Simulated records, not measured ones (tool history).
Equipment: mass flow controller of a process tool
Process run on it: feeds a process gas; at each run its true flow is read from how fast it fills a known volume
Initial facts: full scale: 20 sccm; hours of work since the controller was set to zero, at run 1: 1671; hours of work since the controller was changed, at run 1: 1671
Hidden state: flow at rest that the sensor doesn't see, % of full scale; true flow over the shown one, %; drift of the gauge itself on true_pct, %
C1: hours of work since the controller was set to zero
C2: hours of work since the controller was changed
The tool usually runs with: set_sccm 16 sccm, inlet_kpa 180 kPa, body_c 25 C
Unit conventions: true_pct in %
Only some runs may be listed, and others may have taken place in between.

run 1 day=0.000 | set_sccm=16 inlet_kpa=180 body_c=25 | C1=1671 C2=1671 | true_pct=100.51
run 2 day=5.896 | set_sccm=16 inlet_kpa=164 body_c=25 | C1=1744 C2=1744 | true_pct=100.69
run 3 day=11.221 | set_sccm=15 inlet_kpa=164 body_c=25 | C1=1809 C2=1809 | true_pct=100.54
run 4 day=16.762 | set_sccm=15 inlet_kpa=164 body_c=25 | C1=1876 C2=1876 | true_pct=100.51
run 5 day=21.033 | set_sccm=15 inlet_kpa=164 body_c=25 | C1=1928 C2=1928 | true_pct=100.58
run 6 day=23.767 | set_sccm=15 inlet_kpa=164 body_c=25 | C1=1962 C2=1962 | true_pct=100.57
run 7 day=26.567 | set_sccm=15 inlet_kpa=164 body_c=25 | C1=1996 C2=1996 | true_pct=100.54
run 8 day=30.704 | set_sccm=15 inlet_kpa=164 body_c=25 | C1=2047 C2=2047 | true_pct=100.58
run 9 day=33.812 | set_sccm=15 inlet_kpa=164 body_c=25 | C1=2085 C2=2085 | true_pct=100.59
run 10 day=36.433 | set_sccm=15 inlet_kpa=164 body_c=25 | C1=2117 C2=2117 | true_pct=100.70
run 11 day=40.842 | set_sccm=15 inlet_kpa=164 body_c=25 | C1=2170 C2=2170 | true_pct=100.76
run 12 day=43.938 | set_sccm=16 inlet_kpa=180 body_c=25 | C1=2208 C2=2208 | true_pct=100.79
run 13 day=49.538 | set_sccm=3 inlet_kpa=180 body_c=25 | C1=2277 C2=2277 | true_pct=99.31
run 14 day=55.829 | set_sccm=3 inlet_kpa=180 body_c=25 | C1=2353 C2=2353 | true_pct=99.40
run 15 day=58.604 | set_sccm=4 inlet_kpa=180 body_c=25 | C1=2387 C2=2387 | true_pct=99.44
run 16 day=63.333 | set_sccm=4 inlet_kpa=180 body_c=25 | C1=2445 C2=2445 | true_pct=99.27
run 17 day=66.254 | set_sccm=4 inlet_kpa=180 body_c=25 | C1=2481 C2=2481 | true_pct=99.43
run 18 day=70.250 | set_sccm=4 inlet_kpa=180 body_c=25 | C1=2530 C2=2530 | true_pct=99.32
run 19 day=75.467 | set_sccm=14 inlet_kpa=180 body_c=25 | C1=2593 C2=2593 | true_pct=100.68
run 20 day=78.779 | set_sccm=14 inlet_kpa=180 body_c=25 | C1=2634 C2=2634 | true_pct=100.75
run 21 day=83.421 | set_sccm=16 inlet_kpa=180 body_c=21 | C1=2691 C2=2691 | true_pct=101.36
run 22 day=88.200 | set_sccm=16 inlet_kpa=210 body_c=25 | C1=2749 C2=2749 | true_pct=100.80
run 23 day=93.350 | set_sccm=16 inlet_kpa=180 body_c=25 | C1=2812 C2=2812 | true_pct=101.22
run 24 day=97.858 | set_sccm=16 inlet_kpa=180 body_c=25 | C1=2867 C2=2867 | true_pct=100.96
run 25 day=102.317 | set_sccm=16 inlet_kpa=180 body_c=25 | C1=2921 C2=2921 | true_pct=101.16
run 26 day=106.700 | set_sccm=16 inlet_kpa=180 body_c=25 | C1=2975 C2=2975 | true_pct=101.13
run 27 day=111.688 | set_sccm=2 inlet_kpa=255 body_c=24 | C1=3036 C2=3036 | true_pct=99.79
run 28 day=116.708 | set_sccm=7 inlet_kpa=178 body_c=31 | C1=3097 C2=3097 | true_pct=99.55
run 29 day=121.838 | set_sccm=4 inlet_kpa=243 body_c=32 | C1=3160 C2=3160 | true_pct=99.05
run 30 day=126.554 | set_sccm=7 inlet_kpa=180 body_c=27 | C1=3217 C2=3217 | true_pct=99.86
run 31 day=129.088 | set_sccm=19 inlet_kpa=196 body_c=23 | C1=3248 C2=3248 | true_pct=101.82
run 32 day=134.025 | set_sccm=4 inlet_kpa=180 body_c=35 | C1=3309 C2=3309 | true_pct=99.30
run 33 day=139.292 | set_sccm=4 inlet_kpa=180 body_c=30 | C1=3373 C2=3373 | true_pct=99.73
-- day=139.792 controller's zero set anew
run 34 day=143.638 | set_sccm=2 inlet_kpa=227 body_c=22 | C1=47 C2=3426 | true_pct=101.25
run 35 day=148.733 | set_sccm=16 inlet_kpa=180 body_c=30 | C1=109 C2=3488 | true_pct=101.16
-- day=150.471 controller's zero set anew, once more
run 36 day=154.796 | set_sccm=16 inlet_kpa=212 body_c=25 | C1=53 C2=3562 | true_pct=100.95
run 37 day=159.408 | set_sccm=16 inlet_kpa=177 body_c=29 | C1=109 C2=3618 | true_pct=100.94
run 38 day=163.567 | set_sccm=16 inlet_kpa=177 body_c=29 | C1=160 C2=3669 | true_pct=101.07
run 39 day=166.638 | set_sccm=16 inlet_kpa=177 body_c=29 | C1=197 C2=3707 | true_pct=100.99
run 40 day=170.929 | set_sccm=6 inlet_kpa=273 body_c=25 | C1=250 C2=3759 | true_pct=99.09
run 41 day=174.492 | set_sccm=6 inlet_kpa=260 body_c=27 | C1=293 C2=3802 | true_pct=98.98
run 42 day=177.958 | set_sccm=8 inlet_kpa=163 body_c=38 | C1=336 C2=3845 | true_pct=99.35
run 43 day=181.225 | set_sccm=16 inlet_kpa=180 body_c=29 | C1=376 C2=3885 | true_pct=101.12
run 44 day=186.354 | set_sccm=16 inlet_kpa=180 body_c=29 | C1=438 C2=3947 | true_pct=101.29
run 45 day=189.217 | set_sccm=18 inlet_kpa=266 body_c=30 | C1=473 C2=3982 | true_pct=100.88
run 46 day=194.779 | set_sccm=18 inlet_kpa=266 body_c=30 | C1=541 C2=4050 | true_pct=100.88
run 47 day=197.638 | set_sccm=7 inlet_kpa=144 body_c=34 | C1=576 C2=4085 | true_pct=99.74

Take each entry between the runs: how does the hidden state at the last listed run before it differ from the hidden state at the first listed run after it?
Run 33 -> run 34: controller's zero set anew (day 139.792)
  flow at rest that the sensor doesn't see, % of full scale: 0.18 -> 0.262; true flow over the shown one, %: 1.71 -> 1.74
  what was measured, less what the result would be without the hidden state, true_pct: +2.62 -> +4.35 %
Run 35 -> run 36: controller's zero set anew, once more (day 150.471)
  flow at rest that the sensor doesn't see, % of full scale: 0.264 -> 0.016; true flow over the shown one, %: 1.77 -> 1.8
  what was measured, less what the result would be without the hidden state, true_pct: +2.10 -> +1.82 %
